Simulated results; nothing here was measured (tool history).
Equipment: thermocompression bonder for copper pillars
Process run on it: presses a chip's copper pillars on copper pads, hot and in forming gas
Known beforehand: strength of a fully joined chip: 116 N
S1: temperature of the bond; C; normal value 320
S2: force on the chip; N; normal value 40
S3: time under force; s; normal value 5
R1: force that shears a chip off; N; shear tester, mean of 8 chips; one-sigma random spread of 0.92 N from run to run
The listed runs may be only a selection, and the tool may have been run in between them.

run	hour	S1	S2	S3	R1
1	0.0	320	40	5	77.3
2	24.2	320	40	5	75.3
3	50.2	320	40	5	76.5
4	98.1	320	40	10	91.0
5	150.4	320	40	10	89.5
6	188.7	335	40	5	84.7
7	242.7	320	40	5	77.8
# hour 271.4: forming gas filter changed
8	287.5	320	40	5	76.0
9	319.5	320	40	5	74.8
10	351.9	320	40	5	75.2
11	398.8	320	40	3	66.6
12	427.1	320	40	9	88.7
13	458.7	320	40	5	76.6
14	482.7	320	40	5	75.8
15	520.4	347	40	5	89.3
16	562.2	320	40	5	77.4
17	586.0	320	40	12	94.1
18	619.8	320	32	5	66.9
19	666.3	320	32	5	67.7
20	706.0	320	32	5	65.7
21	754.6	304	55	12	97.6
22	779.9	304	55	12	96.1
23	817.9	304	55	12	97.3
24	848.9	304	55	12	96.4

Predict the results of run 25:
25	894.2	323	37	4	?

R1: 70.7 N
Without the tool's hidden state the same run would have given R1 71.0 N.
